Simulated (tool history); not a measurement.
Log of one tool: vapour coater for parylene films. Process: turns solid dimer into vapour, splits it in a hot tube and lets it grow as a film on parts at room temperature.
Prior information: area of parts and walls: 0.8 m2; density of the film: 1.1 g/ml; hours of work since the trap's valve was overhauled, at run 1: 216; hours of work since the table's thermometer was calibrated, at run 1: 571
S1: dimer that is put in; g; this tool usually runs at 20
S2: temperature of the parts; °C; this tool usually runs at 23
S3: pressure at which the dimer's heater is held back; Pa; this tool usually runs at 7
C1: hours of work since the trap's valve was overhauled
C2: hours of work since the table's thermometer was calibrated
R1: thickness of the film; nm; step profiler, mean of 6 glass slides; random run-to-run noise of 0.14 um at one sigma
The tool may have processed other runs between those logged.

run	hour	S1	S2	S3	C1	C2	R1
1	0	20	23	7	216	571	15930
2	18.6	20	23	5.34	229	583	16840
3	33.3	20	23	5.34	238	593	16580
4	53.2	20	23	7	252	607	15530
5	76.8	20	23	7	268	623	15750
6	101.4	15	23	7	285	639	11880
7	116.7	31	23	7	295	650	24040
# hour 131.9: trap's valve overhauled
8	133.2	20	23	7	1	658	17070
9	150.9	20	32	7	13	670	13240
10	177.7	25	32	7	31	688	16570
11	195.6	20	16	7	43	700	19670
12	211.2	20	16	7	54	711	19870
13	231.2	20	16	7	67	724	19590
14	250.7	20	16	7	80	737	20170
15	265.2	20	16	7	90	747	19570
16	284.6	20	16	7	103	760	19720
17	301.3	20	20	7	114	772	17650
18	323.9	20	23	3.84	130	787	18090
19	338	20	23	7	139	796	16110
20	359.9	29	34	8.54	154	811	17120
21	386.7	29	34	8.54	172	829	16950
22	408.7	8	33	9.94	187	844	4670
23	431.3	27	19	5.22	202	859	25150
24	449.4	20	31	5.11	214	872	13670
25	477.1	20	31	5.11	233	890	13580
26	496.9	17	23	6.71	246	904	13420
27	522.6	17	23	7	264	921	13310
28	547.9	20	25	7	281	938	14750
29	571.7	20	25	7	297	954	14880
# hour 583.9: trap's valve overhauled
30	588	29	34	3.94	3	963	20220
31	610.3	19	30	3.01	18	978	15280
32	638.7	9	20	2.57	37	997	9570
33	651.7	9	20	3.38	46	1006	9090
34	675.7	9	20	3.38	62	1022	9130
35	692.7	13	23	6.48	73	1033	10920
36	708	23	23	10.87	84	1044	17390
37	732.8	23	23	10.87	101	1060	17370
38	747.9	23	23	6.1	111	1071	18960

Below are 4 alternative next runs, each starting from the tool's condition after run 38. Predict each:
A	759.9	11	15	3.51	119	1079	?
B	759.9	16	25	8.25	119	1079	?
C	759.9	23	23	2.34	119	1079	?
D	759.9	23	28	6.1	119	1079	?

run	R1
A	11890
B	11840
C	22430
D	16760
What these runs would have given with no unlogged condition in the tool:
run	R1
A	12250
B	12420
C	23520
D	17570
